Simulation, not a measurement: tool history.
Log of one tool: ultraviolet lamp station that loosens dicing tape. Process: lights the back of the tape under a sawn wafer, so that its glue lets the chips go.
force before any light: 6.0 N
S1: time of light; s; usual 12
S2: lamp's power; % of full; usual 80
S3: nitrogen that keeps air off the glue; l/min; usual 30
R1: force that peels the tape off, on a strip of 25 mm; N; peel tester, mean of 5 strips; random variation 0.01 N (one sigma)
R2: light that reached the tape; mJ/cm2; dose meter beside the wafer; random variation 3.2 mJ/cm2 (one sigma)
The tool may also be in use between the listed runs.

run     day  S1  S2  S3     R1   R2
  1       0  12  80  30  0.442  488
  2    0.65  12  80  30  0.441  485
  3   1.375  12  80  30  0.454  474
  4   2.058  12  80  17  0.574  475
  5   2.621  12  80  17  0.597  485
  6   3.075  12  80  30  0.477  474
  7   3.992  12  89  30  0.403  523
  8   4.542  12  89  30  0.388  518
  9   5.208  12  89  30  0.405  522
 10   5.912  12  89  30  0.394  517
 11   6.367  21  80  30  0.268  818
 12   7.017  21  80  30  0.261  816
 13       8  12  70  30  0.607  404
 14   8.508  12  70  30  0.625  398
 15   9.367  12  70  30  0.615  395
 16  10.254  12  70  30  0.604  395
 17  10.792  12  70  30  0.617  395
     10.908  -- window cleaned of glue's vapour
 18  11.629  12  70  13  0.916  390
 19  12.146  12  70  13  0.939  383
     12.708  -- window cleaned of glue's vapour, once more
 20  12.912  12  70  13  0.851  407
 21    13.8  12  70  13  0.819  405
 22  14.804  12  70  13  0.891  407
 23  15.688  13  64  12  0.885  397
 24  16.533  20  80  16  0.311  763
 25  17.525  12  84  11  0.733  477
 26  18.171  12  84  11  0.727  468
 27  19.083  12  84  11  0.709  472

Run 28 comes next. What will it give?
 28  19.604  12  84  11   ?   ?

R1: 0.729 N
R2: 473 mJ/cm2
Without the tool's hidden state the same run would have given R1 0.616 N, R2 523 mJ/cm2.
